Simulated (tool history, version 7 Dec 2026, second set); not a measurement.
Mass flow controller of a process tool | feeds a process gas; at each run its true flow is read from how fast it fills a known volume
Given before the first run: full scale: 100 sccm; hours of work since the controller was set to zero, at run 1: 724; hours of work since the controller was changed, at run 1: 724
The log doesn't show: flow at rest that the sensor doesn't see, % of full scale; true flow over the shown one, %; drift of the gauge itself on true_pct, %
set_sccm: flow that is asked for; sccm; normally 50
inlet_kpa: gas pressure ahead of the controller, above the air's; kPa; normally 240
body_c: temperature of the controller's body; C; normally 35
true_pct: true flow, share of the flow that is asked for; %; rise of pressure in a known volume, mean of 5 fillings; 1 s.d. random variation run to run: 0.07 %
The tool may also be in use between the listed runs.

run	hour	set_sccm	inlet_kpa	body_c	hours of work since the controller was set to zero	hours of work since the controller was changed	true_pct
1	0	50	240	35	724	724	99.42
2	54.8	50	240	35	750	750	99.4
3	107.4	72	240	35	775	775	99.85
4	171.9	50	240	33	805	805	99.18
5	224.1	50	240	33	830	830	99.37
6	301.5	50	240	33	867	867	99.29
7	338	50	240	35	885	885	99.3
8	389.6	50	240	35	909	909	99.34
9	425.1	50	240	30	926	926	99.19
10	479.7	50	240	35	952	952	99.33
11	527.5	20	240	35	975	975	98.6
12	612.6	20	210	23	1015	1015	98.05
13	647.9	49	162	35	1032	1032	98.92
14	724.9	17	162	28	1069	1069	97.91
15	772	50	240	38	1091	1091	99.65
16	845.6	40	187	31	1126	1126	98.77
17	925.1	27	153	31	1164	1164	98.24
18	1003.2	61	216	31	1201	1201	99.37
19	1059.8	61	216	31	1228	1228	99.46
20	1136.4	30	217	31	1265	1265	98.61
21	1195.3	30	217	31	1293	1293	98.6

Forecast each of these 4 alternatives for the next run:
A	1259.2	13	217	30	1323	1323	?
B	1259.2	41	217	31	1323	1323	?
C	1259.2	58	239	24	1323	1323	?
D	1259.2	50	240	22	1323	1323	?

run	true_pct
A	98.22
B	98.9
C	99.18
D	98.89
Without the tool's unlogged condition, the same runs would have read:
run	true_pct
A	98.23
B	98.9
C	99.18
D	98.9

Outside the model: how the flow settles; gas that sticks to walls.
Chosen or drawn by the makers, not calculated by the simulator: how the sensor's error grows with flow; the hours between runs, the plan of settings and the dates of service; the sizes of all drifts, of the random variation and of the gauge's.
